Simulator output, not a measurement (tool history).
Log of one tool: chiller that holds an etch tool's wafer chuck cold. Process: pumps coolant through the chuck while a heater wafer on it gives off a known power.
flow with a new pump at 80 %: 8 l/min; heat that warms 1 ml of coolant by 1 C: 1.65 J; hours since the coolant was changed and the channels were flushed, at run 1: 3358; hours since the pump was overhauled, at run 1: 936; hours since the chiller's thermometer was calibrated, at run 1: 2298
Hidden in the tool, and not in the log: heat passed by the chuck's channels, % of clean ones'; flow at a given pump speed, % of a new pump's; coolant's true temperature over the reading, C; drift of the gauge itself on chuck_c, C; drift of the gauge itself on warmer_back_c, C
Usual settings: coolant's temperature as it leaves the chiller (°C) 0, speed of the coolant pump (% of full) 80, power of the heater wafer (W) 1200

run,hour,coolant's temperature as it leaves the chiller (°C),speed of the coolant pump (% of full),power of the heater wafer (W),hours since the coolant was changed and the channels were flushed,hours since the pump was overhauled,hours since the chiller's thermometer was calibrated,chuck's temperature once it has settled (°C),how much warmer the coolant comes back (C)
1,0.0,0,80,1200,3358,936,2298,8.7,5.40
2,25.2,0,80,1200,3383,961,2324,8.9,5.44
3,47.9,0,80,1200,3406,984,2346,9.0,5.43
4,104.4,0,80,1236,3462,1041,2403,8.9,5.49
# hour 117.1: chiller's thermometer calibrated
5,161.8,0,80,1261,3519,1097,45,9.3,5.71
6,209.8,0,80,1261,3567,1145,93,9.4,5.71
7,248.2,0,80,1261,3605,1183,131,9.3,5.74
8,300.0,0,80,1261,3657,1235,183,9.1,5.65
9,344.3,0,80,1261,3701,1280,227,9.2,5.70
10,387.8,0,80,1261,3745,1323,271,9.2,5.66
# hour 422.6: coolant changed, channels flushed
11,434.4,0,97,1200,12,1364,311,7.6,4.46
12,485.7,0,80,1200,63,1415,363,8.7,5.31
13,537.4,0,80,1200,115,1467,414,8.8,5.37
14,581.0,0,83,1200,158,1510,458,8.4,5.18
15,635.7,0,83,1200,213,1565,513,8.5,5.19
16,687.9,0,80,1200,265,1617,565,8.9,5.38
17,724.4,0,63,1200,302,1654,601,10.4,6.81
18,781.1,0,63,1200,359,1710,658,10.3,6.71
19,833.4,0,74,1200,411,1763,710,9.4,5.80
20,874.0,0,74,1200,451,1803,751,9.2,5.84
21,897.8,-9,74,1252,475,1827,775,0.7,6.06
22,927.9,-9,96,1282,505,1857,805,-0.7,4.76
23,961.8,-3,96,1282,539,1891,839,5.3,4.85
24,1008.4,4,79,989,586,1938,885,11.3,4.44
25,1057.4,8,86,1746,635,1987,934,20.3,7.25
26,1102.4,0,60,976,680,2032,979,8.5,5.66
27,1147.8,2,84,976,725,2077,1025,8.7,4.12
28,1189.6,-9,92,1721,767,2119,1066,2.4,6.71
29,1217.6,-6,77,933,795,2147,1094,1.1,4.23
30,1265.4,2,80,1200,843,2195,1142,10.7,5.32
31,1292.1,5,80,1391,870,2221,1169,15.3,6.14
32,1344.1,2,92,1159,922,2273,1221,9.8,4.42

Hidden state at the last listed run before each entry between runs and at the first one after, where it differs:
Between runs 4 and 5: chiller's thermometer calibrated (hour 117.1)
  drift of the gauge itself on warmer_back_c, C: -0.01 -> -0.02
  measured less the result without the state, how much warmer the coolant comes back (C): -0.01 -> -0.02
Between runs 10 and 11: coolant changed, channels flushed (hour 422.6)
  heat passed by the chuck's channels, % of clean ones': 99.9 -> 100; drift of the gauge itself on warmer_back_c, C: -0.04 -> -0.05
  measured less the result without the state, how much warmer the coolant comes back (C): -0.04 -> -0.04
